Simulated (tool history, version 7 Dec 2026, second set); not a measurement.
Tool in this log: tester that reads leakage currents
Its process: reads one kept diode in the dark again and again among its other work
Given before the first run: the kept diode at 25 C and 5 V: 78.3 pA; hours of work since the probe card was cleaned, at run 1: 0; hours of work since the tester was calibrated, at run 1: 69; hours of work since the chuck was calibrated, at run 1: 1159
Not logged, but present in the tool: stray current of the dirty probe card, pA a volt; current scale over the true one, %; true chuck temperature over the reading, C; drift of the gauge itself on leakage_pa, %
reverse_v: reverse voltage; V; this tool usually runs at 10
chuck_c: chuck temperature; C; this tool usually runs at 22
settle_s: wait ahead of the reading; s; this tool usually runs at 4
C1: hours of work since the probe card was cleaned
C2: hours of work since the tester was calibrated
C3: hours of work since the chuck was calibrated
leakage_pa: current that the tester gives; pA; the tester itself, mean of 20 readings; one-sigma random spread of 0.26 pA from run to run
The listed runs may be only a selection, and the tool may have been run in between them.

run 1 hour=0 | reverse_v=10 chuck_c=22 settle_s=4 | C1=0 C2=69 C3=1159 | leakage_pa=98.01
run 2 hour=52.9 | reverse_v=10 chuck_c=22 settle_s=4 | C1=27 C2=95 C3=1186 | leakage_pa=98.39
run 3 hour=106.7 | reverse_v=10 chuck_c=22 settle_s=4 | C1=53 C2=122 C3=1213 | leakage_pa=98.91
run 4 hour=168 | reverse_v=10 chuck_c=22 settle_s=4 | C1=84 C2=153 C3=1243 | leakage_pa=99.42
-- hour=195.3 chuck's temperature calibrated
run 5 hour=233.1 | reverse_v=10 chuck_c=22 settle_s=4 | C1=116 C2=185 C3=19 | leakage_pa=85.74
run 6 hour=291.8 | reverse_v=10 chuck_c=22 settle_s=4 | C1=145 C2=214 C3=48 | leakage_pa=86.24
run 7 hour=329.4 | reverse_v=10 chuck_c=22 settle_s=4 | C1=164 C2=233 C3=67 | leakage_pa=86.69
run 8 hour=381.7 | reverse_v=10 chuck_c=22 settle_s=4 | C1=190 C2=259 C3=93 | leakage_pa=87.02
run 9 hour=411.2 | reverse_v=3.5 chuck_c=34 settle_s=0.73 | C1=205 C2=274 C3=108 | leakage_pa=143.42
run 10 hour=461.8 | reverse_v=3.5 chuck_c=34 settle_s=0.73 | C1=231 C2=299 C3=134 | leakage_pa=143.42
run 11 hour=499.7 | reverse_v=3.7 chuck_c=22 settle_s=2.99 | C1=250 C2=318 C3=153 | leakage_pa=54.88

Estimate the outcome of run 12 from the log above:
run 12 hour=542.5 | reverse_v=14.8 chuck_c=39 settle_s=0.64 | C1=271 C2=340 C3=174 | leakage_pa=?

leakage_pa: 416.92 pA
With the hidden condition absent and the run-to-run variation left alone, this run would have shown leakage_pa 404.88 pA.
